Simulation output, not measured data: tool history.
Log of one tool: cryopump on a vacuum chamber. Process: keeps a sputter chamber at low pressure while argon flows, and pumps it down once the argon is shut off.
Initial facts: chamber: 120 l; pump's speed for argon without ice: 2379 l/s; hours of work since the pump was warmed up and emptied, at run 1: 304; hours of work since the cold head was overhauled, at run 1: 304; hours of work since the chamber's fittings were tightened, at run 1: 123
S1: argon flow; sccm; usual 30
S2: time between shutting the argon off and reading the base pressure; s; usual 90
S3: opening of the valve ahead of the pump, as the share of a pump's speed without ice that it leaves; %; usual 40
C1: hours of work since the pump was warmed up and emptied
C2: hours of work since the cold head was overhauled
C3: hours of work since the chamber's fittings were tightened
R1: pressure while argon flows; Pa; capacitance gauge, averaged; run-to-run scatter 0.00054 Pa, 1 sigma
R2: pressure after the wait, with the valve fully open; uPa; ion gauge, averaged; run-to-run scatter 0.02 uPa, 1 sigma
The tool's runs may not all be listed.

| run | hour | S1 | S2 | S3 | C1 | C2 | C3 | R1 | R2 |
|---|---|---|---|---|---|---|---|---|---|
| 1 | 0.0 | 30 | 90 | 40 | 304 | 304 | 123 | 0.0555 | 0.41 |
| 2 | 23.0 | 30 | 90 | 40 | 319 | 319 | 138 | 0.0559 | 0.39 |
| 3 | 61.0 | 30 | 90 | 40 | 344 | 344 | 163 | 0.0563 | 0.44 |
| 4 | 89.8 | 30 | 90 | 40 | 363 | 363 | 182 | 0.0562 | 0.46 |
| 5 | 124.5 | 30 | 90 | 40 | 386 | 386 | 205 | 0.0556 | 0.48 |
| 6 | 150.0 | 30 | 90 | 27 | 402 | 402 | 221 | 0.0824 | 0.49 |
| 7 | 177.3 | 30 | 90 | 40 | 420 | 420 | 239 | 0.0563 | 0.52 |
| 8 | 216.7 | 15 | 90 | 40 | 446 | 446 | 265 | 0.0270 | 0.53 |
| 9 | 259.2 | 30 | 119 | 40 | 474 | 474 | 293 | 0.0575 | 0.53 |
| 10 | 291.0 | 30 | 119 | 40 | 495 | 495 | 314 | 0.0567 | 0.52 |
| 11 | 336.3 | 30 | 90 | 40 | 524 | 524 | 343 | 0.0570 | 0.62 |
| 12 | 381.2 | 30 | 90 | 40 | 554 | 554 | 373 | 0.0580 | 0.64 |
| 13 | 405.4 | 30 | 90 | 40 | 569 | 569 | 388 | 0.0576 | 0.70 |
| 14 | 444.3 | 42 | 39 | 40 | 595 | 595 | 414 | 0.0801 | 0.86 |
| 15 | 492.1 | 30 | 45 | 28 | 626 | 626 | 445 | 0.0807 | 0.84 |
| 16 | 531.5 | 25 | 153 | 20 | 652 | 652 | 471 | 0.0934 | 0.71 |
| 17 | 571.4 | 55 | 68 | 40 | 678 | 678 | 497 | 0.1072 | 0.81 |
| 18 | 608.0 | 55 | 68 | 40 | 702 | 702 | 521 | 0.1081 | 0.89 |
| 19 | 639.7 | 38 | 29 | 25 | 723 | 723 | 542 | 0.1152 | 1.19 |
| 20 | 668.7 | 38 | 29 | 25 | 742 | 742 | 560 | 0.1156 | 1.18 |
| 21 | 699.5 | 28 | 90 | 30 | 762 | 762 | 581 | 0.0725 | 0.88 |
| 22 | 726.4 | 26 | 90 | 30 | 779 | 779 | 598 | 0.0667 | 0.86 |
| 23 | 772.9 | 35 | 282 | 40 | 810 | 810 | 629 | 0.0698 | 0.83 |
| 24 | 805.7 | 35 | 282 | 40 | 831 | 831 | 650 | 0.0697 | 0.92 |
| 25 | 844.3 | 19 | 29 | 40 | 856 | 856 | 675 | 0.0386 | 1.33 |
| 26 | 879.8 | 19 | 29 | 40 | 880 | 880 | 699 | 0.0385 | 1.35 |

Below, each run's measurement less what the same run would have read without the hidden state. Both values contain the same run-to-run variation, but the gauge's scatter may not be the same in both:
Hidden state present: pump's speed, % of a pump's without ice; cold plate's temperature, K; leak into the chamber, uPa l/s; drift of the gauge itself on working_pa, %; drift of the gauge itself on base_upa, %.
| run | R1 | R2 |
|---|---|---|
| 1 | +0.0022 | +0.12 |
| 2 | +0.0023 | +0.12 |
| 3 | +0.0024 | +0.16 |
| 4 | +0.0026 | +0.17 |
| 5 | +0.0028 | +0.19 |
| 6 | +0.0030 | +0.20 |
| 7 | +0.0030 | +0.23 |
| 8 | +0.0017 | +0.25 |
| 9 | +0.0036 | +0.28 |
| 10 | +0.0038 | +0.29 |
| 11 | +0.0041 | +0.33 |
| 12 | +0.0043 | +0.37 |
| 13 | +0.0045 | +0.38 |
| 14 | +0.0066 | +0.40 |
| 15 | +0.0050 | +0.43 |
| 16 | +0.0044 | +0.47 |
| 17 | +0.0101 | +0.49 |
| 18 | +0.0106 | +0.53 |
| 19 | +0.0076 | +0.55 |
| 20 | +0.0078 | +0.57 |
| 21 | +0.0060 | +0.59 |
| 22 | +0.0057 | +0.61 |
| 23 | +0.0081 | +0.66 |
| 24 | +0.0083 | +0.70 |
| 25 | +0.0047 | +0.73 |
| 26 | +0.0049 | +0.73 |

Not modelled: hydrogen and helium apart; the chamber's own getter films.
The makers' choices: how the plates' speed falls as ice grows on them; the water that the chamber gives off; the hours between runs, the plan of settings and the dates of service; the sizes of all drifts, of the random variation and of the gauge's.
